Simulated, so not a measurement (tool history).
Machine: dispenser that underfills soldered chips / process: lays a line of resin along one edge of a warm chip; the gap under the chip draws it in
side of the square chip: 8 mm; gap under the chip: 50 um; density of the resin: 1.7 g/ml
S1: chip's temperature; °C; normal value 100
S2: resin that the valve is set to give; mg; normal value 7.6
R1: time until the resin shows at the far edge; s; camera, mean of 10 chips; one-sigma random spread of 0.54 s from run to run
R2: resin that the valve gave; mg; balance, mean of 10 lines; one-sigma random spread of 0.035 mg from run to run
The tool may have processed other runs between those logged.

run	hour	S1	S2	R1	R2
1	0	100	7.6	69.7	7.58
# hour 2.6: new syringe of resin
2	3.6	100	7.6	46	7.53
3	7.7	100	7.6	52.6	7.55
4	10.7	89	7.6	94.2	7.55
5	13.6	89	7.6	103.2	7.48
6	15.6	89	7.6	109.8	7.45
7	19.1	100	7.81	73.3	7.74
# hour 20.3: new syringe of resin
8	23.8	87	7.66	93	7.59
9	26.7	98	7.87	60	7.74
10	30.6	98	7.87	65.5	7.79
11	33.6	95	7.6	82	7.49

4 ways to go on from here, each from the tool as it stands after run 11. What would each give?
# hour 38: new syringe of resin
A	38.1	103	8.7	?	?
# hour 38: new syringe of resin
B	38.1	110	9.02	?	?
# hour 38: new syringe of resin
C	38.1	95	7.23	?	?
# hour 38: new syringe of resin
D	38.1	100	7.29	?	?

run	R1	R2
A	37.9	8.55
B	27.8	8.86
C	57	7.09
D	44.9	7.15
What these runs would have given with no unlogged condition in the tool:
run	R1	R2
A	38.1	8.71
B	28	9.02
C	57.1	7.23
D	45	7.28
